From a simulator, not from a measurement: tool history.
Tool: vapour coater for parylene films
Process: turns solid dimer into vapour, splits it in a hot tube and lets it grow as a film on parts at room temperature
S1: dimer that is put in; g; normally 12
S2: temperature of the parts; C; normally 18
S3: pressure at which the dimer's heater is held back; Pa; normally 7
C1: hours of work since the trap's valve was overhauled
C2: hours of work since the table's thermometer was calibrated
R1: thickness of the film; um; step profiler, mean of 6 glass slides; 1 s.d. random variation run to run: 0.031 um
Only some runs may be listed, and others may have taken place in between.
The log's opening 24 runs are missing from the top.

{"run": 25, "hour": 677.3, "S1": 12, "S2": 18, "S3": 7, "C1": 599, "C2": 1135, "R1": 3.68}
{"run": 26, "hour": 699.5, "S1": 6, "S2": 12, "S3": 2.59, "C1": 618, "C2": 1154, "R1": 2.55}
{"run": 27, "hour": 715.8, "S1": 6, "S2": 12, "S3": 2.59, "C1": 633, "C2": 1168, "R1": 2.54}
{"run": 28, "hour": 736.9, "S1": 6, "S2": 12, "S3": 2.59, "C1": 651, "C2": 1186, "R1": 2.53}
{"run": 29, "hour": 753.9, "S1": 9, "S2": 12, "S3": 4.53, "C1": 666, "C2": 1201, "R1": 3.42}
{"hour": 770.3, "done": "trap's valve overhauled"}
{"run": 30, "hour": 798.4, "S1": 9, "S2": 18, "S3": 4.94, "C1": 24, "C2": 1236, "R1": 3.14}
{"run": 31, "hour": 822.0, "S1": 6, "S2": 18, "S3": 11.83, "C1": 45, "C2": 1256, "R1": 1.76}
{"run": 32, "hour": 853.2, "S1": 13, "S2": 13, "S3": 2.09, "C1": 72, "C2": 1283, "R1": 5.87}
{"run": 33, "hour": 869.8, "S1": 13, "S2": 13, "S3": 8.71, "C1": 86, "C2": 1297, "R1": 4.53}
{"run": 34, "hour": 910.1, "S1": 6, "S2": 18, "S3": 8.31, "C1": 121, "C2": 1332, "R1": 1.88}
{"run": 35, "hour": 929.1, "S1": 6, "S2": 18, "S3": 8.31, "C1": 137, "C2": 1349, "R1": 1.88}
{"run": 36, "hour": 955.9, "S1": 6, "S2": 18, "S3": 8.31, "C1": 160, "C2": 1372, "R1": 1.88}
{"run": 37, "hour": 979.1, "S1": 6, "S2": 18, "S3": 8.31, "C1": 180, "C2": 1392, "R1": 1.89}
{"run": 38, "hour": 1009.2, "S1": 15, "S2": 29, "S3": 8.31, "C1": 206, "C2": 1418, "R1": 3.75}
{"run": 39, "hour": 1036.5, "S1": 15, "S2": 29, "S3": 8.31, "C1": 230, "C2": 1441, "R1": 3.67}
{"run": 40, "hour": 1070.3, "S1": 18, "S2": 21, "S3": 2.41, "C1": 259, "C2": 1470, "R1": 6.64}
{"run": 41, "hour": 1097.6, "S1": 9, "S2": 18, "S3": 2.02, "C1": 282, "C2": 1494, "R1": 3.6}
{"hour": 1109.1, "done": "table's thermometer calibrated"}
{"run": 42, "hour": 1132.7, "S1": 7, "S2": 18, "S3": 5.9, "C1": 312, "C2": 20, "R1": 2.24}
{"run": 43, "hour": 1155.0, "S1": 10, "S2": 14, "S3": 5.9, "C1": 331, "C2": 40, "R1": 3.6}
{"run": 44, "hour": 1171.5, "S1": 9, "S2": 20, "S3": 7.47, "C1": 345, "C2": 54, "R1": 2.62}
{"run": 45, "hour": 1209.7, "S1": 9, "S2": 20, "S3": 7.47, "C1": 378, "C2": 87, "R1": 2.64}

What does the tool deliver on the next run?
{"run": 46, "hour": 1241.3, "S1": 10, "S2": 20, "S3": 7, "C1": 406, "C2": 114, "R1": "?"}

R1: 2.91 um
Had the tool carried no hidden state, the very same run would have given R1 3.03 um.
